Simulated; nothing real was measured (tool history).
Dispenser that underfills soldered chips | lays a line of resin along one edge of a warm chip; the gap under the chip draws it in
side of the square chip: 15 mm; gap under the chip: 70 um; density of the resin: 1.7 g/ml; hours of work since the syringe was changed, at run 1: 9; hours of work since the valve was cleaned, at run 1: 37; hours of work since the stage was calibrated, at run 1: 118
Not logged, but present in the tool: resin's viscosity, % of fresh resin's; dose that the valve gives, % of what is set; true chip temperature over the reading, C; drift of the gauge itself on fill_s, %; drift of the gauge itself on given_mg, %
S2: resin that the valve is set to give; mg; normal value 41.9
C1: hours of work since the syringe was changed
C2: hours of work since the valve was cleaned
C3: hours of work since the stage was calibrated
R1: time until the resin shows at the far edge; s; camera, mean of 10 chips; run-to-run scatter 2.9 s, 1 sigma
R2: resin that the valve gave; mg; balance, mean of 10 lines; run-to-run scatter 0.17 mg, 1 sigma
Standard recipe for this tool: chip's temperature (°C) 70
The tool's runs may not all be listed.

run 1 hour=0 | chip's_temperature_(°C)=70 S2=41.9 | C1=9 C2=37 C3=118 | R1=617.8 R2=40.71
-- hour=3.2 new syringe of resin
run 2 hour=3.2 | chip's_temperature_(°C)=70 S2=41.9 | C1=0 C2=39 C3=120 | R1=287.9 R2=40.68
run 3 hour=7.5 | chip's_temperature_(°C)=70 S2=41.9 | C1=3 C2=43 C3=123 | R1=381 R2=40.23
run 4 hour=11.5 | chip's_temperature_(°C)=70 S2=41.9 | C1=6 C2=46 C3=126 | R1=490.9 R2=40.55
run 5 hour=14.9 | chip's_temperature_(°C)=70 S2=41.9 | C1=9 C2=48 C3=129 | R1=604 R2=40.14
run 6 hour=17.5 | chip's_temperature_(°C)=70 S2=41.9 | C1=11 C2=50 C3=131 | R1=707 R2=39.99
-- hour=18.2 new syringe of resin
run 7 hour=22.6 | chip's_temperature_(°C)=70 S2=41.9 | C1=3 C2=54 C3=134 | R1=379.8 R2=39.71
run 8 hour=26.2 | chip's_temperature_(°C)=70 S2=41.9 | C1=6 C2=57 C3=137 | R1=472.4 R2=39.89
run 9 hour=29.6 | chip's_temperature_(°C)=74 S2=37 | C1=9 C2=59 C3=140 | R1=525.6 R2=34.94
-- hour=33.3 new syringe of resin
run 10 hour=34 | chip's_temperature_(°C)=67 S2=37 | C1=1 C2=62 C3=143 | R1=340.7 R2=35
run 11 hour=36.9 | chip's_temperature_(°C)=67 S2=46.9 | C1=3 C2=65 C3=145 | R1=394.6 R2=44.57

Forecast run 12:
run 12 hour=40.7 | chip's_temperature_(°C)=69 S2=41.4 | C1=6 C2=67 C3=148 | R1=? R2=?

R1: 477.6 s
R2: 39.09 mg
Had the tool carried no hidden state, the very same run would have given R1 296.7 s, R2 41.38 mg.
